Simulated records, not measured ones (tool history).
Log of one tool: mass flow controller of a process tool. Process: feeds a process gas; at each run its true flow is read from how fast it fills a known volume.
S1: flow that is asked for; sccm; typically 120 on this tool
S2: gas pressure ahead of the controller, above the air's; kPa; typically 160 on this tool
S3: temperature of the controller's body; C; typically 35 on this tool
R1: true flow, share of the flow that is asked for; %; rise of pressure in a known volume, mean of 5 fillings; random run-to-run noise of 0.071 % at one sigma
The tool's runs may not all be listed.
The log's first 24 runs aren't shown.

run,day,S1,S2,S3,R1
25,280.225,117,160,25,98.99
26,290.208,120,217,39,98.80
27,303.746,30,229,39,98.32
28,310.883,30,229,39,98.23
# day 323.071: gauge calibrated
29,323.358,120,160,23,99.98
30,337.383,120,160,23,99.85
31,350.429,120,160,23,99.84
32,361.058,47,226,23,98.95
33,368.192,71,145,31,99.83
34,377.962,200,194,35,100.01
35,389.821,32,177,35,99.55
36,400.029,67,175,24,99.39
37,409.975,67,175,24,99.37
38,425.175,67,175,24,99.30
39,438.975,120,277,32,98.94
40,451.871,120,277,32,98.74
41,464.279,120,277,32,98.71
42,471.892,32,148,33,99.43

Predict each of these 4 candidate next runs independently; none follows another, all start after run 42:
A,479.475,120,160,26,?
B,479.475,32,148,23,?
C,479.475,24,231,35,?
D,479.475,24,149,33,?

run,R1
A,99.37
B,99.18
C,98.64
D,99.20
Without the tool's unlogged condition, the same runs would have read:
run,R1
A,99.97
B,99.78
C,99.24
D,99.80
